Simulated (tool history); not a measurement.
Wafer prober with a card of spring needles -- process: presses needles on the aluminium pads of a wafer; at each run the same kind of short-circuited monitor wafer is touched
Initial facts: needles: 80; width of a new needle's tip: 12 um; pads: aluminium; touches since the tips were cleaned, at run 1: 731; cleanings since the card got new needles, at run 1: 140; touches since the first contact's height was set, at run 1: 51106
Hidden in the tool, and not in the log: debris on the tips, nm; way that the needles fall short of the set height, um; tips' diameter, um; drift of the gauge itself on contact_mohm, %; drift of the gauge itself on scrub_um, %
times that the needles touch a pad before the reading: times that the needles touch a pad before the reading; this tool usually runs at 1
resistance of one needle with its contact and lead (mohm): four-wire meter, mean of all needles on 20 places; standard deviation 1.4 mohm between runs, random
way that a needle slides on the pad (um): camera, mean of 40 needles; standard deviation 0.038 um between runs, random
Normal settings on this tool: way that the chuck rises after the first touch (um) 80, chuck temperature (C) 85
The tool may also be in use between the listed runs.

| run | hour | way that the chuck rises after the first touch (um) | chuck temperature (C) | times that the needles touch a pad before the reading | touches since the tips were cleaned | cleanings since the card got new needles | touches since the first contact's height was set | resistance of one needle with its contact and lead (mohm) | way that a needle slides on the pad (um) |
|---|---|---|---|---|---|---|---|---|---|
| 1 | 0 | 80 | 85 | 1 | 731 | 140 | 51106 | 120 | 15.46 |
|  | 6.5 | tips cleaned on abrasive film |
|  | 14.6 | tips cleaned on abrasive film |
|  | 21.1 | tips cleaned on abrasive film |
|  | 29.2 | tips cleaned on abrasive film |
|  | 35.7 | tips cleaned on abrasive film |
|  | 43.9 | tips cleaned on abrasive film |
|  | 52 | tips cleaned on abrasive film |
|  | 60.1 | tips cleaned on abrasive film |
|  | 68.2 | tips cleaned on abrasive film |
| 2 | 71 | 80 | 85 | 1 | 1555 | 149 | 90442 | 120 | 15.49 |
|  | 75.9 | tips cleaned on abrasive film |
|  | 84 | tips cleaned on abrasive film |
|  | 92.1 | tips cleaned on abrasive film |
|  | 98.6 | tips cleaned on abrasive film |
|  | 106.7 | tips cleaned on abrasive film |
| 3 | 109.5 | 80 | 85 | 2 | 1600 | 154 | 111831 | 119 | 15.42 |
|  | 114.5 | tips cleaned on abrasive film |
|  | 121 | tips cleaned on abrasive film |
|  | 129.1 | tips cleaned on abrasive film |
|  | 137.2 | tips cleaned on abrasive film |
|  | 145.3 | tips cleaned on abrasive film |
|  | 153.4 | tips cleaned on abrasive film |
|  | 159.9 | tips cleaned on abrasive film |
|  | 168 | tips cleaned on abrasive film |
| 4 | 170.8 | 80 | 85 | 2 | 1578 | 162 | 145792 | 120 | 15.48 |
|  | 175.7 | tips cleaned on abrasive film |
|  | 183.8 | tips cleaned on abrasive film |
|  | 192 | tips cleaned on abrasive film |
|  | 200.1 | tips cleaned on abrasive film |
|  | 206.6 | tips cleaned on abrasive film |
|  | 214.7 | tips cleaned on abrasive film |
|  | 222.8 | tips cleaned on abrasive film |
|  | 230.9 | tips cleaned on abrasive film |
|  | 239 | tips cleaned on abrasive film |
|  | 242.5 | height of the first contact set anew |
|  | 245.8 | tips cleaned on abrasive film |
|  | 253.9 | tips cleaned on abrasive film |
| 5 | 256.9 | 80 | 85 | 2 | 1653 | 173 | 7951 | 121 | 15.5 |
|  | 261.8 | tips cleaned on abrasive film |
|  | 268.3 | tips cleaned on abrasive film |
|  | 276.4 | tips cleaned on abrasive film |
|  | 284.5 | tips cleaned on abrasive film |
|  | 292.6 | tips cleaned on abrasive film |
| 6 | 298.7 | 80 | 85 | 2 | 3428 | 178 | 31170 | 119 | 15.43 |
|  | 300.4 | tips cleaned on abrasive film |
|  | 308.5 | tips cleaned on abrasive film |
|  | 316.7 | tips cleaned on abrasive film |
|  | 324.8 | tips cleaned on abrasive film |
|  | 332.9 | tips cleaned on abrasive film |
| 7 | 335.8 | 80 | 85 | 2 | 1661 | 183 | 51721 | 121 | 15.47 |
|  | 340.7 | tips cleaned on abrasive film |
|  | 348.8 | tips cleaned on abrasive film |
|  | 357 | tips cleaned on abrasive film |
|  | 365.1 | tips cleaned on abrasive film |
|  | 373.2 | tips cleaned on abrasive film |
|  | 381.3 | tips cleaned on abrasive film |
| 8 | 384.1 | 80 | 85 | 2 | 1561 | 189 | 78469 | 122 | 15.44 |
|  | 389 | tips cleaned on abrasive film |
|  | 395.5 | tips cleaned on abrasive film |
|  | 403.6 | tips cleaned on abrasive film |
|  | 411.7 | tips cleaned on abrasive film |
|  | 419.8 | tips cleaned on abrasive film |
|  | 427.9 | tips cleaned on abrasive film |
|  | 434.4 | tips cleaned on abrasive film |
|  | 442.5 | tips cleaned on abrasive film |
| 9 | 446.6 | 80 | 85 | 2 | 2293 | 197 | 113145 | 122 | 15.41 |
|  | 449.9 | tips cleaned on abrasive film |
|  | 458 | tips cleaned on abrasive film |
|  | 464.5 | tips cleaned on abrasive film |
|  | 472.7 | tips cleaned on abrasive film |
|  | 480.8 | tips cleaned on abrasive film |
|  | 488.9 | tips cleaned on abrasive film |
|  | 496.3 | tips cleaned on abrasive film |
| 10 | 496.3 | 80 | 112 | 2 | 0 | 204 | 140635 | 127 | 15.38 |
|  | 502.8 | tips cleaned on abrasive film |
|  | 510.9 | tips cleaned on abrasive film |
|  | 519 | tips cleaned on abrasive film |
|  | 527.1 | tips cleaned on abrasive film |
|  | 533.6 | tips cleaned on abrasive film |
|  | 541.7 | tips cleaned on abrasive film |
|  | 549.9 | tips cleaned on abrasive film |
| 11 | 552.3 | 78 | 112 | 2 | 1366 | 211 | 171686 | 123 | 15.07 |
|  | 557.2 | tips cleaned on abrasive film |
|  | 565.3 | tips cleaned on abrasive film |
|  | 571.8 | tips cleaned on abrasive film |
|  | 576.9 | height of the first contact set anew |
|  | 580.2 | tips cleaned on abrasive film |
|  | 588.3 | tips cleaned on abrasive film |
|  | 596.4 | tips cleaned on abrasive film |
|  | 604.5 | tips cleaned on abrasive film |
|  | 612.4 | tips cleaned on abrasive film |
| 12 | 612.4 | 78 | 29 | 2 | 0 | 219 | 19639 | 113 | 15 |
|  | 620.5 | tips cleaned on abrasive film |
|  | 628.6 | tips cleaned on abrasive film |
|  | 636.7 | tips cleaned on abrasive film |
|  | 644.8 | tips cleaned on abrasive film |
|  | 652.9 | tips cleaned on abrasive film |
|  | 659.4 | tips cleaned on abrasive film |
|  | 667.6 | tips cleaned on abrasive film |
|  | 675.7 | tips cleaned on abrasive film |
|  | 683.8 | tips cleaned on abrasive film |
|  | 690.3 | tips cleaned on abrasive film |
|  | 697.2 | tips cleaned on abrasive film |
| 13 | 697.2 | 88 | 31 | 1 | 0 | 230 | 66641 | 114 | 16.95 |
|  | 703.7 | tips cleaned on abrasive film |
|  | 711.8 | tips cleaned on abrasive film |
|  | 719.9 | tips cleaned on abrasive film |
|  | 728 | tips cleaned on abrasive film |
|  | 736.2 | tips cleaned on abrasive film |
| 14 | 741.3 | 76 | 99 | 1 | 2887 | 235 | 91120 | 120 | 14.62 |
|  | 743 | tips cleaned on abrasive film |
|  | 751.1 | tips cleaned on abrasive film |
|  | 759.2 | tips cleaned on abrasive film |
|  | 767.3 | tips cleaned on abrasive film |
|  | 779.3 | card fitted with new needles |
|  | 787.4 | tips cleaned on abrasive film |
|  | 795.5 | tips cleaned on abrasive film |
|  | 802.1 | tips cleaned on abrasive film |
|  | 810.2 | tips cleaned on abrasive film |
|  | 816.7 | tips cleaned on abrasive film |
|  | 824.8 | tips cleaned on abrasive film |
|  | 832.9 | tips cleaned on abrasive film |
| 15 | 837.9 | 76 | 99 | 1 | 2797 | 7 | 32481 | 123 | 14.62 |
|  | 839.6 | tips cleaned on abrasive film |
|  | 847.7 | tips cleaned on abrasive film |
|  | 855.8 | tips cleaned on abrasive film |
|  | 863.9 | tips cleaned on abrasive film |
|  | 872 | tips cleaned on abrasive film |
| 16 | 876.8 | 76 | 99 | 1 | 2658 | 12 | 54034 | 124 | 14.65 |
|  | 880.1 | tips cleaned on abrasive film |
|  | 888.2 | tips cleaned on abrasive film |
|  | 894.7 | tips cleaned on abrasive film |
|  | 902.8 | tips cleaned on abrasive film |
|  | 909.3 | tips cleaned on abrasive film |
|  | 917.4 | tips cleaned on abrasive film |
|  | 925.5 | tips cleaned on abrasive film |
|  | 933.6 | tips cleaned on abrasive film |
|  | 941.7 | tips cleaned on abrasive film |
| 17 | 944.3 | 98 | 52 | 1 | 1430 | 21 | 91445 | 117 | 18.88 |
|  | 949.2 | tips cleaned on abrasive film |
|  | 957.3 | tips cleaned on abrasive film |
|  | 965.4 | tips cleaned on abrasive film |
|  | 973.5 | tips cleaned on abrasive film |
|  | 981.6 | tips cleaned on abrasive film |
|  | 989.7 | tips cleaned on abrasive film |
|  | 997.8 | tips cleaned on abrasive film |
|  | 1006 | tips cleaned on abrasive film |
|  | 1014.1 | tips cleaned on abrasive film |
|  | 1022.2 | tips cleaned on abrasive film |
| 18 | 1023.4 | 98 | 52 | 1 | 672 | 31 | 135294 | 116 | 18.93 |

Consider 5 possible next runs. They are alternatives, not a sequence: every one starts from the tool as it was left by run 18. What does each give?
|  | 1029.9 | tips cleaned on abrasive film |
|  | 1038 | tips cleaned on abrasive film |
|  | 1046.1 | tips cleaned on abrasive film |
|  | 1054.2 | tips cleaned on abrasive film |
|  | 1062.3 | tips cleaned on abrasive film |
|  | 1070.4 | tips cleaned on abrasive film |
|  | 1076.9 | tips cleaned on abrasive film |
|  | 1085.1 | tips cleaned on abrasive film |
|  | 1093.2 | tips cleaned on abrasive film |
|  | 1101.3 | tips cleaned on abrasive film |
| A | 1102.3 | 80 | 85 | 2 | 600 | 41 | 179072 | ? | ? |
|  | 1029.9 | tips cleaned on abrasive film |
|  | 1038 | tips cleaned on abrasive film |
|  | 1046.1 | tips cleaned on abrasive film |
|  | 1054.2 | tips cleaned on abrasive film |
|  | 1062.3 | tips cleaned on abrasive film |
|  | 1070.4 | tips cleaned on abrasive film |
|  | 1076.9 | tips cleaned on abrasive film |
|  | 1085.1 | tips cleaned on abrasive film |
|  | 1093.2 | tips cleaned on abrasive film |
|  | 1101.3 | tips cleaned on abrasive film |
| B | 1102.3 | 78 | 85 | 1 | 600 | 41 | 179072 | ? | ? |
|  | 1029.9 | tips cleaned on abrasive film |
|  | 1038 | tips cleaned on abrasive film |
|  | 1046.1 | tips cleaned on abrasive film |
|  | 1054.2 | tips cleaned on abrasive film |
|  | 1062.3 | tips cleaned on abrasive film |
|  | 1070.4 | tips cleaned on abrasive film |
|  | 1076.9 | tips cleaned on abrasive film |
|  | 1085.1 | tips cleaned on abrasive film |
|  | 1093.2 | tips cleaned on abrasive film |
|  | 1101.3 | tips cleaned on abrasive film |
| C | 1102.3 | 78 | 118 | 1 | 600 | 41 | 179072 | ? | ? |
|  | 1029.9 | tips cleaned on abrasive film |
|  | 1038 | tips cleaned on abrasive film |
|  | 1046.1 | tips cleaned on abrasive film |
|  | 1054.2 | tips cleaned on abrasive film |
|  | 1062.3 | tips cleaned on abrasive film |
|  | 1070.4 | tips cleaned on abrasive film |
|  | 1076.9 | tips cleaned on abrasive film |
|  | 1085.1 | tips cleaned on abrasive film |
|  | 1093.2 | tips cleaned on abrasive film |
|  | 1101.3 | tips cleaned on abrasive film |
| D | 1102.3 | 80 | 75 | 1 | 600 | 41 | 179072 | ? | ? |
|  | 1029.9 | tips cleaned on abrasive film |
|  | 1038 | tips cleaned on abrasive film |
|  | 1046.1 | tips cleaned on abrasive film |
|  | 1054.2 | tips cleaned on abrasive film |
|  | 1062.3 | tips cleaned on abrasive film |
|  | 1070.4 | tips cleaned on abrasive film |
|  | 1076.9 | tips cleaned on abrasive film |
|  | 1085.1 | tips cleaned on abrasive film |
|  | 1093.2 | tips cleaned on abrasive film |
|  | 1101.3 | tips cleaned on abrasive film |
| E | 1102.3 | 98 | 85 | 1 | 600 | 41 | 179072 | ? | ? |

| run | resistance of one needle with its contact and lead (mohm) | way that a needle slides on the pad (um) |
|---|---|---|
| A | 121 | 15.43 |
| B | 121 | 15.01 |
| C | 125 | 15.1 |
| D | 120 | 15.46 |
| E | 121 | 18.91 |
Without the tool's hidden state the same runs would have given:
| run | resistance of one needle with its contact and lead (mohm) | way that a needle slides on the pad (um) |
|---|---|---|
| A | 121 | 15.44 |
| B | 121 | 15.02 |
| C | 125 | 15.11 |
| D | 120 | 15.47 |
| E | 121 | 18.91 |
